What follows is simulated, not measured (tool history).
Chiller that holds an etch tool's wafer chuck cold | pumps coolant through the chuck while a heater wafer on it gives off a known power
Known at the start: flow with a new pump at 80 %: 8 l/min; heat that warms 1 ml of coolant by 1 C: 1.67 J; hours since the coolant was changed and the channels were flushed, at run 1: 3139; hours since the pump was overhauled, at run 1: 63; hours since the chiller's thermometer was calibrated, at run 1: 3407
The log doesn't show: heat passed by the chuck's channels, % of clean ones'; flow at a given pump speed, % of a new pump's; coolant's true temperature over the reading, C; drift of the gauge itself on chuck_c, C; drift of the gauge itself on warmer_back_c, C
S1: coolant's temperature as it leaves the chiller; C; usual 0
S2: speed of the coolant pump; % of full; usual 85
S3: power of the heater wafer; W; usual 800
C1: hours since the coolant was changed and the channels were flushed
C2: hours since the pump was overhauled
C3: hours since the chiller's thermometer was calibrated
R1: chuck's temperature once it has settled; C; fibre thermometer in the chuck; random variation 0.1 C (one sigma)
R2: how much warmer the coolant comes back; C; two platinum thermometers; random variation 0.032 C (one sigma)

{"run": 1, "hour": 0.0, "S1": 0, "S2": 85, "S3": 800, "C1": 3139, "C2": 63, "C3": 3407, "R1": 6.5, "R2": 3.3}
{"run": 2, "hour": 36.2, "S1": 0, "S2": 85, "S3": 800, "C1": 3175, "C2": 99, "C3": 3443, "R1": 6.6, "R2": 3.37}
{"run": 3, "hour": 76.1, "S1": 0, "S2": 85, "S3": 800, "C1": 3215, "C2": 139, "C3": 3483, "R1": 6.5, "R2": 3.33}
{"run": 4, "hour": 106.7, "S1": 0, "S2": 85, "S3": 550, "C1": 3246, "C2": 169, "C3": 3513, "R1": 4.6, "R2": 2.23}
{"run": 5, "hour": 134.1, "S1": 0, "S2": 85, "S3": 550, "C1": 3273, "C2": 197, "C3": 3541, "R1": 4.6, "R2": 2.23}
{"run": 6, "hour": 166.5, "S1": 0, "S2": 85, "S3": 800, "C1": 3306, "C2": 229, "C3": 3573, "R1": 6.4, "R2": 3.31}
{"run": 7, "hour": 188.7, "S1": 0, "S2": 85, "S3": 800, "C1": 3328, "C2": 251, "C3": 3595, "R1": 6.5, "R2": 3.3}
{"run": 8, "hour": 224.0, "S1": 0, "S2": 85, "S3": 800, "C1": 3363, "C2": 287, "C3": 3631, "R1": 6.4, "R2": 3.27}
{"run": 9, "hour": 262.1, "S1": -3, "S2": 85, "S3": 800, "C1": 3401, "C2": 325, "C3": 3669, "R1": 3.5, "R2": 3.24}
{"run": 10, "hour": 283.2, "S1": -3, "S2": 85, "S3": 800, "C1": 3422, "C2": 346, "C3": 3690, "R1": 3.6, "R2": 3.21}
{"run": 11, "hour": 332.2, "S1": -3, "S2": 65, "S3": 800, "C1": 3471, "C2": 395, "C3": 3739, "R1": 5.3, "R2": 4.38}
{"run": 12, "hour": 375.3, "S1": -3, "S2": 65, "S3": 800, "C1": 3514, "C2": 438, "C3": 3782, "R1": 5.3, "R2": 4.37}
{"run": 13, "hour": 396.6, "S1": -3, "S2": 65, "S3": 800, "C1": 3536, "C2": 459, "C3": 3803, "R1": 5.4, "R2": 4.35}
{"run": 14, "hour": 436.7, "S1": -3, "S2": 65, "S3": 800, "C1": 3576, "C2": 499, "C3": 3843, "R1": 5.4, "R2": 4.31}
{"run": 15, "hour": 465.1, "S1": -3, "S2": 65, "S3": 800, "C1": 3604, "C2": 528, "C3": 3872, "R1": 5.3, "R2": 4.3}
{"hour": 505.1, "done": "chiller's thermometer calibrated"}
{"run": 16, "hour": 505.1, "S1": -3, "S2": 65, "S3": 800, "C1": 3643, "C2": 567, "C3": 0, "R1": 5.3, "R2": 4.27}
{"hour": 534.5, "done": "gauge calibrated"}
{"run": 17, "hour": 534.5, "S1": -8, "S2": 63, "S3": 781, "C1": 3673, "C2": 596, "C3": 29, "R1": 0.2, "R2": 4.56}
{"run": 18, "hour": 558.8, "S1": 9, "S2": 85, "S3": 800, "C1": 3697, "C2": 620, "C3": 54, "R1": 15.5, "R2": 3.4}
{"run": 19, "hour": 580.9, "S1": 7, "S2": 85, "S3": 874, "C1": 3719, "C2": 642, "C3": 76, "R1": 14.1, "R2": 3.62}
{"run": 20, "hour": 624.0, "S1": -6, "S2": 79, "S3": 1040, "C1": 3762, "C2": 686, "C3": 119, "R1": 3.1, "R2": 4.74}
{"run": 21, "hour": 673.6, "S1": 8, "S2": 77, "S3": 471, "C1": 3812, "C2": 735, "C3": 168, "R1": 12.1, "R2": 2.14}
{"run": 22, "hour": 697.8, "S1": 8, "S2": 77, "S3": 471, "C1": 3836, "C2": 759, "C3": 193, "R1": 12.1, "R2": 2.14}
{"run": 23, "hour": 737.1, "S1": -3, "S2": 85, "S3": 600, "C1": 3875, "C2": 799, "C3": 232, "R1": 1.8, "R2": 2.38}
{"run": 24, "hour": 779.5, "S1": -6, "S2": 74, "S3": 660, "C1": 3918, "C2": 841, "C3": 274, "R1": 0.2, "R2": 3.15}
{"run": 25, "hour": 813.2, "S1": 6, "S2": 75, "S3": 482, "C1": 3951, "C2": 875, "C3": 308, "R1": 10.3, "R2": 2.23}
{"run": 26, "hour": 843.8, "S1": 2, "S2": 70, "S3": 482, "C1": 3982, "C2": 905, "C3": 339, "R1": 6.7, "R2": 2.38}
{"run": 27, "hour": 885.9, "S1": 2, "S2": 70, "S3": 482, "C1": 4024, "C2": 947, "C3": 381, "R1": 6.8, "R2": 2.28}
{"run": 28, "hour": 927.6, "S1": 2, "S2": 70, "S3": 907, "C1": 4066, "C2": 989, "C3": 422, "R1": 10.7, "R2": 4.53}
{"run": 29, "hour": 956.9, "S1": 7, "S2": 99, "S3": 525, "C1": 4095, "C2": 1018, "C3": 452, "R1": 10.8, "R2": 1.7}
{"run": 30, "hour": 983.1, "S1": 7, "S2": 99, "S3": 525, "C1": 4121, "C2": 1045, "C3": 478, "R1": 10.9, "R2": 1.67}
{"run": 31, "hour": 1024.6, "S1": 7, "S2": 99, "S3": 525, "C1": 4163, "C2": 1086, "C3": 519, "R1": 10.8, "R2": 1.64}
{"run": 32, "hour": 1060.4, "S1": 5, "S2": 93, "S3": 614, "C1": 4198, "C2": 1122, "C3": 555, "R1": 9.6, "R2": 2.07}

Measured less the same run without the tool's hidden state. The same run-to-run variation is in both; the gauge's scatter may not be:
run=1 R2=+0.00
run=2 R2=-0.02
run=3 R2=-0.04
run=4 R2=-0.05
run=5 R2=-0.06
run=6 R2=-0.08
run=7 R2=-0.09
run=8 R2=-0.10
run=9 R2=-0.12
run=10 R2=-0.13
run=11 R2=-0.15
run=12 R2=-0.17
run=13 R2=-0.18
run=14 R2=-0.20
run=15 R2=-0.20
run=16 R2=-0.23
run=17 R2=+0.00
run=18 R2=-0.01
run=19 R2=-0.02
run=20 R2=-0.04
run=21 R2=-0.07
run=22 R2=-0.07
run=23 R2=-0.09
run=24 R2=-0.11
run=25 R2=-0.12
run=26 R2=-0.13
run=27 R2=-0.16
run=28 R2=-0.18
run=29 R2=-0.19
run=30 R2=-0.20
run=31 R2=-0.22
run=32 R2=-0.23
R1: within 0.1 C of the measured result in every run.
